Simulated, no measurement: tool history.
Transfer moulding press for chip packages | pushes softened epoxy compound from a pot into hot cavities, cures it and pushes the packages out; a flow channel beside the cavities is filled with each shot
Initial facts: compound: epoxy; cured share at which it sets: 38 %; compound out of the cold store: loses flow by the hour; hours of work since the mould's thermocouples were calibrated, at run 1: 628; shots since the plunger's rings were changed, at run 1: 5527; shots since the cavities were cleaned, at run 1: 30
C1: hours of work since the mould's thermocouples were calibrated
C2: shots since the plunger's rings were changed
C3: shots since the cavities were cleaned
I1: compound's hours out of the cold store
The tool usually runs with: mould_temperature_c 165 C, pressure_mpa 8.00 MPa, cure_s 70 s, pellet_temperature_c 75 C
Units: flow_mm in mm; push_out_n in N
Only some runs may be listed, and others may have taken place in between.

{"run": 1, "hour": 0.0, "mould_temperature_c": 165, "pressure_mpa": 8.0, "cure_s": 70, "pellet_temperature_c": 75, "C1": 628, "C2": 5527, "C3": 30, "I1": 36.9, "flow_mm": 626, "push_out_n": 385}
{"hour": 3.2, "done": "mould's thermocouples calibrated"}
{"run": 2, "hour": 30.1, "mould_temperature_c": 165, "pressure_mpa": 8.0, "cure_s": 70, "pellet_temperature_c": 75, "C1": 18, "C2": 6022, "C3": 525, "I1": 11.9, "flow_mm": 704, "push_out_n": 429}
{"run": 3, "hour": 50.1, "mould_temperature_c": 165, "pressure_mpa": 8.0, "cure_s": 70, "pellet_temperature_c": 75, "C1": 32, "C2": 6375, "C3": 878, "I1": 37.4, "flow_mm": 630, "push_out_n": 393}
{"hour": 58.9, "done": "plunger's sealing rings changed"}
{"run": 4, "hour": 67.0, "mould_temperature_c": 165, "pressure_mpa": 8.0, "cure_s": 70, "pellet_temperature_c": 75, "C1": 42, "C2": 144, "C3": 1132, "I1": 15.5, "flow_mm": 688, "push_out_n": 411}
{"hour": 70.6, "done": "cavities cleaned with cleaning compound and waxed"}
{"run": 5, "hour": 80.7, "mould_temperature_c": 165, "pressure_mpa": 6.74, "cure_s": 70, "pellet_temperature_c": 75, "C1": 51, "C2": 360, "C3": 178, "I1": 39.9, "flow_mm": 570, "push_out_n": 374}
{"run": 6, "hour": 100.3, "mould_temperature_c": 165, "pressure_mpa": 6.74, "cure_s": 70, "pellet_temperature_c": 75, "C1": 64, "C2": 705, "C3": 523, "I1": 25.5, "flow_mm": 609, "push_out_n": 402}
{"run": 7, "hour": 120.2, "mould_temperature_c": 165, "pressure_mpa": 6.74, "cure_s": 70, "pellet_temperature_c": 75, "C1": 78, "C2": 1056, "C3": 874, "I1": 17.7, "flow_mm": 632, "push_out_n": 400}
{"hour": 138.2, "done": "cavities cleaned with cleaning compound and waxed"}
{"run": 8, "hour": 138.2, "mould_temperature_c": 165, "pressure_mpa": 6.74, "cure_s": 70, "pellet_temperature_c": 75, "C1": 89, "C2": 1347, "C3": 0, "I1": 16.7, "flow_mm": 627, "push_out_n": 393}
{"run": 9, "hour": 161.2, "mould_temperature_c": 165, "pressure_mpa": 6.74, "cure_s": 102, "pellet_temperature_c": 75, "C1": 105, "C2": 1751, "C3": 404, "I1": 10.5, "flow_mm": 651, "push_out_n": 257}

Run 10 is up next; what results do you expect?
{"run": 10, "hour": 173.3, "mould_temperature_c": 167, "pressure_mpa": 8.0, "cure_s": 101, "pellet_temperature_c": 69, "C1": 113, "C2": 1966, "C3": 619, "I1": 24.3, "flow_mm": "?", "push_out_n": "?"}

{"run 10": {"flow_mm": 657, "push_out_n": 268}}
Minus the tool's unlogged condition, the same run would have read flow_mm 657 mm, push_out_n 264 N.

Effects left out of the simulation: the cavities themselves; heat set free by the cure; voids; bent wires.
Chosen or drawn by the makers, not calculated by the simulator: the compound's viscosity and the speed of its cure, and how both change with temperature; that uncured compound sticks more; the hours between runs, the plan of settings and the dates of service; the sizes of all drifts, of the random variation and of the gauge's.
